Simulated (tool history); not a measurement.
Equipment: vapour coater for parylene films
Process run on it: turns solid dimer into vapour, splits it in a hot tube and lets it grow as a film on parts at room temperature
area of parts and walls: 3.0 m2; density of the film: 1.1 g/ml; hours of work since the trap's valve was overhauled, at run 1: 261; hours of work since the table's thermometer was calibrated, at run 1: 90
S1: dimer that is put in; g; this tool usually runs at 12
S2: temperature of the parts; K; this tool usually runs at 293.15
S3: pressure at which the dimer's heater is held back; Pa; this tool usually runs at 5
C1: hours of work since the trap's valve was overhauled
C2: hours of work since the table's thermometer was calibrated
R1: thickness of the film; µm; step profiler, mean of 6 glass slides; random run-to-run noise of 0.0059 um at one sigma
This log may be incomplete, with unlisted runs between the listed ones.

{"run": 1, "day": 0.0, "S1": 12, "S2": 293.15, "S3": 5, "C1": 261, "C2": 90, "R1": 2.204}
{"run": 2, "day": 0.925, "S1": 5, "S2": 293.15, "S3": 5, "C1": 279, "C2": 108, "R1": 0.916}
{"run": 3, "day": 1.821, "S1": 5, "S2": 298.15, "S3": 5, "C1": 296, "C2": 125, "R1": 0.781}
{"run": 4, "day": 2.683, "S1": 8, "S2": 293.15, "S3": 5, "C1": 313, "C2": 142, "R1": 1.464}
{"run": 5, "day": 3.296, "S1": 12, "S2": 293.15, "S3": 5, "C1": 325, "C2": 154, "R1": 2.202}
{"run": 6, "day": 3.688, "S1": 12, "S2": 293.15, "S3": 5, "C1": 333, "C2": 162, "R1": 2.209}
{"run": 7, "day": 4.488, "S1": 13, "S2": 293.15, "S3": 5, "C1": 348, "C2": 177, "R1": 2.379}
{"run": 8, "day": 5.304, "S1": 13, "S2": 293.15, "S3": 5, "C1": 364, "C2": 193, "R1": 2.368}
{"run": 9, "day": 5.879, "S1": 12, "S2": 293.15, "S3": 5, "C1": 375, "C2": 204, "R1": 2.194}
{"run": 10, "day": 6.704, "S1": 12, "S2": 289.15, "S3": 5, "C1": 392, "C2": 221, "R1": 2.479}
{"run": 11, "day": 7.1, "S1": 12, "S2": 289.15, "S3": 3.37, "C1": 399, "C2": 228, "R1": 2.684}
{"run": 12, "day": 7.621, "S1": 12, "S2": 289.15, "S3": 3.37, "C1": 409, "C2": 238, "R1": 2.691}
{"run": 13, "day": 8.454, "S1": 12, "S2": 289.15, "S3": 3.37, "C1": 426, "C2": 255, "R1": 2.7}
{"run": 14, "day": 9.004, "S1": 12, "S2": 289.15, "S3": 3.37, "C1": 436, "C2": 265, "R1": 2.701}
{"run": 15, "day": 9.4, "S1": 12, "S2": 289.15, "S3": 3.37, "C1": 444, "C2": 273, "R1": 2.691}

Expected results for the next run?
{"run": 16, "day": 10.346, "S1": 18, "S2": 304.15, "S3": 11.51, "C1": 463, "C2": 292, "R1": "?"}

R1: 1.939 µm
Had the tool carried no hidden state, the very same run would have given R1 2.014 µm.
